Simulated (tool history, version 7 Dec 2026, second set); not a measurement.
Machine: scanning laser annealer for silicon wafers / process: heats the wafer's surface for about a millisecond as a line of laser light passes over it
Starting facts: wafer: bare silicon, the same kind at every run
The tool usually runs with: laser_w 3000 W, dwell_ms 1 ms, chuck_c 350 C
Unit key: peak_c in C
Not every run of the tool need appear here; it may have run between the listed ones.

run   hour  laser_w  dwell_ms  chuck_c  peak_c
  1      0     3000         1      350    1173
  2   15.5     3000      0.73      350    1062
  3   31.1     3000      0.83      350    1106
  4     47     3000      0.83      350    1106
  5   67.8     2653         1      350    1068
  6   96.5     2653         1      350    1071
  7  119.8     3000         1      350    1173
  8  147.1     3000      0.83      350    1104
  9  169.1     3000      0.83      350    1105
     188.6  -- window over the wafer cleaned
 10  191.5     3000      0.83      350    1105
 11    221     3000         1      350    1173
 12  234.7     3000         1      350    1175
 13  263.9     3000      1.11      350    1218
 14  290.1     3000      1.11      350    1217
 15    306     3079         1      350    1199
 16  327.3     3079         1      350    1198
 17  346.6     3079         1      350    1201
 18  358.6     2963         1      350    1165
 19  384.3     3000         1      350    1173
 20  411.6     3000         1      350    1173
 21  428.7     2950         1      329    1139
 22    456     3236      0.73      314    1089
     463.7  -- optics aligned, line set to its width
 23  482.4     3236      0.73      314    1088
 24  501.8     3269      0.73      316    1101
 25  526.4     3269      0.73      316    1098
 26  543.6     3000      1.16      350    1235
 27  569.6     3000      1.16      350    1235
 28  595.9     2828      1.06      350    1142
 29  613.9     3073      0.83      348    1123
 30  633.8     3107      0.71      365    1097
 31    655     3131      0.89      338    1157
 32  670.2     3131      0.89      338    1157
 33  685.3     2643      0.72      387    1000
 34  704.6     2558      0.73      373     969
 35  724.3     2558      0.73      373     968
 36  741.2     3027       0.7      319    1025
 37  757.6     3013      1.12      377    1253
 38  770.8     3000      1.17      369    1257
 39  785.4     2907      1.17      341    1198
 40  803.6     3202      0.88      354    1190

3 options for the next run, each taken on its own from the tool as it stands now. Forecast them:
  A  820.3     2938      0.87      342       ?
  B  820.3     3000         1      312       ?
  C  820.3     3299         1      350       ?

run  peak_c
  A    1097
  B    1137
  C    1269
Without the tool's unlogged condition, the same runs would have read:
run  peak_c
  A    1097
  B    1138
  C    1269
